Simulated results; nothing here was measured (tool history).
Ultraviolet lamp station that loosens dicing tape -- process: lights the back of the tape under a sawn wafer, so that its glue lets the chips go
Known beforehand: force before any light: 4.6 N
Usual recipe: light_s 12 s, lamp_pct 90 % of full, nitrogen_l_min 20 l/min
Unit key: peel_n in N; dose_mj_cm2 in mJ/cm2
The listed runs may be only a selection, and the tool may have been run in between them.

run,hour,light_s,lamp_pct,nitrogen_l_min,peel_n,dose_mj_cm2
1,0.0,12,90,20,0.561,340
2,54.2,12,90,20,0.567,334
3,85.1,9,90,20,0.935,248
4,121.5,9,90,20,0.951,243
5,168.3,12,90,20,0.622,318
6,200.4,12,90,20,0.632,313
7,239.2,12,90,20,0.631,305
8,297.6,10,90,20,0.936,249
9,331.1,10,90,20,0.939,247
# hour 350.5: window cleaned of glue's vapour
10,386.5,13,90,20,0.727,274
11,430.7,12,90,32,0.747,251
12,467.1,12,90,32,0.806,249
13,502.5,12,90,20,0.903,246
14,531.8,12,96,20,0.872,256
15,579.4,12,90,15,1.092,230
16,634.3,12,90,15,1.100,227
# hour 663.7: window cleaned of glue's vapour, once more
17,685.1,12,90,15,0.645,323
18,721.7,12,88,15,0.707,309
19,775.5,12,90,25,0.563,309
20,802.7,8,90,25,1.082,203
21,857.1,8,90,25,1.131,200
22,918.2,8,90,25,1.144,196
23,977.5,6,67,18,2.292,105
24,1025.8,6,67,18,2.217,100
25,1080.7,23,90,6,0.455,528
26,1115.1,23,90,6,0.458,521
27,1165.8,23,90,6,0.474,508
28,1203.1,6,84,19,2.050,119
# hour 1259.1: window cleaned of glue's vapour
29,1263.2,8,90,10,1.500,198
30,1323.5,7,78,23,1.619,151
31,1362.8,7,78,23,1.668,144
32,1395.7,6,78,23,1.927,122
33,1447.7,6,78,23,2.012,117
# hour 1479.0: lamp changed
34,1507.2,9,83,14,0.859,273
35,1561.7,9,72,20,0.963,236
36,1595.7,9,72,20,1.026,226
37,1650.3,9,72,20,1.036,223
38,1686.1,8,72,25,1.166,196
39,1731.9,12,90,9,0.680,360
40,1791.0,12,90,9,0.717,350
41,1817.9,12,90,9,0.746,352
# hour 1854.6: window cleaned of glue's vapour
42,1879.1,12,90,9,0.623,392
43,1940.2,17,90,20,0.254,547
44,2002.1,17,78,11,0.424,462

3 ways to go on from here, each from the tool as it stands after run 44. What would each give?
A,2040.4,6,90,26,?,?
B,2040.4,9,72,9,?,?
C,2040.4,19,93,11,?,?

run,peel_n,dose_mj_cm2
A,1.216,188
B,1.380,225
C,0.263,610
Without the tool's unlogged condition, the same runs would have read:
run,peel_n,dose_mj_cm2
A,1.014,215
B,1.166,259
C,0.221,701
